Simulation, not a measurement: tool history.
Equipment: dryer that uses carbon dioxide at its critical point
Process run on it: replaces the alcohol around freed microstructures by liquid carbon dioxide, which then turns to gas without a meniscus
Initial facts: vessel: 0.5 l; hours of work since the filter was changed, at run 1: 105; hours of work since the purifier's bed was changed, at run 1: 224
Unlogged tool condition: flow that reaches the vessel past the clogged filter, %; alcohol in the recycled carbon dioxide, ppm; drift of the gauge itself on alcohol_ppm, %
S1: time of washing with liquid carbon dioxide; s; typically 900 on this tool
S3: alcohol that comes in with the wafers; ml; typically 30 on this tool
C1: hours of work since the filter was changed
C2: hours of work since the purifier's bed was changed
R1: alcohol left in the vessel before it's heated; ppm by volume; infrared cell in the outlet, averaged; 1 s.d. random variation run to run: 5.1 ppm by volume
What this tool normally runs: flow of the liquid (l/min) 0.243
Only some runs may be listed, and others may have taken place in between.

{"run": 1, "hour": 0.0, "S1": 900, "flow of the liquid (l/min)": 0.243, "S3": 30, "C1": 105, "C2": 224, "R1": 117}
{"run": 2, "hour": 17.1, "S1": 900, "flow of the liquid (l/min)": 0.318, "S3": 30, "C1": 118, "C2": 236, "R1": 17}
{"run": 3, "hour": 37.0, "S1": 900, "flow of the liquid (l/min)": 0.362, "S3": 30, "C1": 132, "C2": 250, "R1": 12}
{"run": 4, "hour": 45.9, "S1": 900, "flow of the liquid (l/min)": 0.362, "S3": 30, "C1": 138, "C2": 257, "R1": 18}
{"run": 5, "hour": 56.0, "S1": 900, "flow of the liquid (l/min)": 0.362, "S3": 30, "C1": 146, "C2": 264, "R1": 21}
{"run": 6, "hour": 70.4, "S1": 900, "flow of the liquid (l/min)": 0.243, "S3": 63, "C1": 156, "C2": 274, "R1": 265}
{"run": 7, "hour": 85.1, "S1": 900, "flow of the liquid (l/min)": 0.243, "S3": 39, "C1": 167, "C2": 285, "R1": 181}
{"run": 8, "hour": 98.7, "S1": 900, "flow of the liquid (l/min)": 0.304, "S3": 30, "C1": 177, "C2": 295, "R1": 36}
{"run": 9, "hour": 114.6, "S1": 900, "flow of the liquid (l/min)": 0.256, "S3": 30, "C1": 188, "C2": 306, "R1": 109}
{"run": 10, "hour": 133.1, "S1": 900, "flow of the liquid (l/min)": 0.256, "S3": 30, "C1": 201, "C2": 320, "R1": 115}
{"run": 11, "hour": 142.8, "S1": 900, "flow of the liquid (l/min)": 0.243, "S3": 30, "C1": 208, "C2": 327, "R1": 145}
{"run": 12, "hour": 157.3, "S1": 900, "flow of the liquid (l/min)": 0.243, "S3": 30, "C1": 219, "C2": 337, "R1": 157}
{"run": 13, "hour": 165.8, "S1": 1080, "flow of the liquid (l/min)": 0.157, "S3": 30, "C1": 225, "C2": 343, "R1": 618}
{"run": 14, "hour": 186.2, "S1": 540, "flow of the liquid (l/min)": 0.184, "S3": 65, "C1": 240, "C2": 358, "R1": 8786}
{"run": 15, "hour": 206.9, "S1": 780, "flow of the liquid (l/min)": 0.178, "S3": 75, "C1": 255, "C2": 373, "R1": 3522}
{"run": 16, "hour": 224.4, "S1": 780, "flow of the liquid (l/min)": 0.178, "S3": 75, "C1": 267, "C2": 385, "R1": 3656}
{"run": 17, "hour": 234.8, "S1": 840, "flow of the liquid (l/min)": 0.371, "S3": 25, "C1": 275, "C2": 393, "R1": 30}
{"run": 18, "hour": 250.0, "S1": 1020, "flow of the liquid (l/min)": 0.247, "S3": 105, "C1": 286, "C2": 404, "R1": 263}
{"run": 19, "hour": 267.6, "S1": 600, "flow of the liquid (l/min)": 0.301, "S3": 98, "C1": 298, "C2": 417, "R1": 1535}
{"run": 20, "hour": 279.0, "S1": 1440, "flow of the liquid (l/min)": 0.301, "S3": 98, "C1": 307, "C2": 425, "R1": 21}
{"run": 21, "hour": 290.4, "S1": 1440, "flow of the liquid (l/min)": 0.301, "S3": 98, "C1": 315, "C2": 433, "R1": 21}

Here are 3 independent what-if runs from the current tool condition. What would each one return?
{"run": "A", "hour": 305.5, "S1": 660, "flow of the liquid (l/min)": 0.301, "S3": 98, "C1": 326, "C2": 444, "R1": "?"}
{"run": "B", "hour": 305.5, "S1": 720, "flow of the liquid (l/min)": 0.385, "S3": 37, "C1": 326, "C2": 444, "R1": "?"}
{"run": "C", "hour": 305.5, "S1": 900, "flow of the liquid (l/min)": 0.334, "S3": 73, "C1": 326, "C2": 444, "R1": "?"}

run=A R1=1031
run=B R1=63
run=C R1=75
Stripped of hidden state, with their random variation kept, the same runs would have yielded:
run=A R1=417
run=B R1=16
run=C R1=22
